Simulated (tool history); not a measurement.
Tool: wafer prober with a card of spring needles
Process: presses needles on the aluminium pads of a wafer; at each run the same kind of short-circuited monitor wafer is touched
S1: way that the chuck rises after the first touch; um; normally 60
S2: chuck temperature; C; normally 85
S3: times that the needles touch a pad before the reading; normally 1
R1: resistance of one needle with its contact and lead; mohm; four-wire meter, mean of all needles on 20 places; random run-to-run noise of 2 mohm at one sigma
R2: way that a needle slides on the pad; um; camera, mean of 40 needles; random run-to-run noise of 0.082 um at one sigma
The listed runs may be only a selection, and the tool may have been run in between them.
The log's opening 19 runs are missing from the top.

run	hour	S1	S2	S3	R1	R2
# hour 442.2: tips cleaned on abrasive film
# hour 455.5: tips cleaned on abrasive film
20	458.2	43	37	3	218	11.28
# hour 469.2: tips cleaned on abrasive film
# hour 480.2: gauge calibrated
# hour 482.5: tips cleaned on abrasive film
21	489.5	43	88	3	234	10.86
# hour 495.6: tips cleaned on abrasive film
# hour 509.8: tips cleaned on abrasive film
22	510.2	44	110	2	236	11.14
# hour 525.2: tips cleaned on abrasive film
23	535.8	73	72	2	213	18.33
# hour 539: tips cleaned on abrasive film
# hour 551.6: tips cleaned on abrasive film
24	558.4	73	72	2	209	18.63
# hour 565.2: tips cleaned on abrasive film
# hour 578.2: tips cleaned on abrasive film
25	578.2	52	83	2	221	13.4
# hour 591.5: tips cleaned on abrasive film
26	593	60	87	2	218	15.36
# hour 604.3: tips cleaned on abrasive film
# hour 617.5: tips cleaned on abrasive film
27	626.4	76	86	3	217	19.4
# hour 631.1: tips cleaned on abrasive film
# hour 645.7: tips cleaned on abrasive film
28	645.7	76	86	3	209	19.41
# hour 660: tips cleaned on abrasive film
29	661.7	57	38	1	214	14.47
# hour 673.4: tips cleaned on abrasive film
30	681.5	57	38	1	206	14.52
# hour 686.9: tips cleaned on abrasive film
# hour 687.2: height of the first contact set anew
# hour 700.2: tips cleaned on abrasive film
31	706.6	50	53	2	216	12.85

Each row is a separate what-if for the run after 31, all from the same tool condition, not one after another. Results?
# hour 714.3: tips cleaned on abrasive film
# hour 728.5: tips cleaned on abrasive film
A	737.5	62	53	2	?	?
# hour 714.3: tips cleaned on abrasive film
# hour 728.5: tips cleaned on abrasive film
B	737.5	43	124	2	?	?
# hour 714.3: tips cleaned on abrasive film
# hour 728.5: tips cleaned on abrasive film
C	737.5	44	26	1	?	?
# hour 714.3: tips cleaned on abrasive film
# hour 728.5: tips cleaned on abrasive film
D	737.5	40	40	1	?	?

run	R1	R2
A	208	15.95
B	241	11.15
C	212	11.45
D	218	10.3
Without the tool's unlogged condition, the same runs would have read:
run	R1	R2
A	208	15.7
B	241	10.97
C	212	11.27
D	218	10.14
